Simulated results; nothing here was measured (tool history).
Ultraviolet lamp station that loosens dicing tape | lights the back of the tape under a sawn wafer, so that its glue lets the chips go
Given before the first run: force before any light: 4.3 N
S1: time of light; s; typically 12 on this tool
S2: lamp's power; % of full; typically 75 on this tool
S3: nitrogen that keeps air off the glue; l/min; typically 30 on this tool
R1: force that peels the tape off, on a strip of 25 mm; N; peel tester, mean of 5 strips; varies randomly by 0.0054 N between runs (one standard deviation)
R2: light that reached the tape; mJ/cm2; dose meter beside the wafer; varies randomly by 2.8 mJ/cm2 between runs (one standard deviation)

| run | hour | S1 | S2 | S3 | R1 | R2 |
|---|---|---|---|---|---|---|
| 1 | 0.0 | 12 | 75 | 30 | 0.293 | 352 |
| 2 | 65.0 | 12 | 70 | 30 | 0.324 | 317 |
| 3 | 126.0 | 15 | 75 | 30 | 0.261 | 415 |
| 4 | 196.9 | 12 | 75 | 30 | 0.310 | 331 |
|  | 210.5 | window cleaned of glue's vapour |
| 5 | 238.5 | 12 | 75 | 30 | 0.268 | 372 |
| 6 | 293.3 | 12 | 75 | 30 | 0.281 | 370 |
| 7 | 365.8 | 12 | 75 | 30 | 0.287 | 361 |
| 8 | 428.4 | 12 | 75 | 30 | 0.287 | 358 |
| 9 | 490.3 | 12 | 99 | 30 | 0.239 | 457 |
| 10 | 571.0 | 15 | 99 | 30 | 0.227 | 566 |
| 11 | 623.0 | 12 | 89 | 30 | 0.265 | 401 |
| 12 | 672.4 | 12 | 89 | 30 | 0.260 | 396 |
| 13 | 760.9 | 12 | 89 | 30 | 0.280 | 388 |
| 14 | 814.3 | 12 | 75 | 28 | 0.334 | 316 |
| 15 | 897.8 | 12 | 75 | 28 | 0.340 | 311 |
|  | 916.9 | window cleaned of glue's vapour |
| 16 | 962.6 | 12 | 75 | 9 | 0.533 | 350 |

The next listed run, before its measurement:
| 17 | 1048.3 | 11 | 75 | 30 | ? | ? |

{"run 17": {"R1": 0.332, "R2": 313}}
With no hidden state in the tool, this same run would have given R1 0.290 N, R2 356 mJ/cm2.

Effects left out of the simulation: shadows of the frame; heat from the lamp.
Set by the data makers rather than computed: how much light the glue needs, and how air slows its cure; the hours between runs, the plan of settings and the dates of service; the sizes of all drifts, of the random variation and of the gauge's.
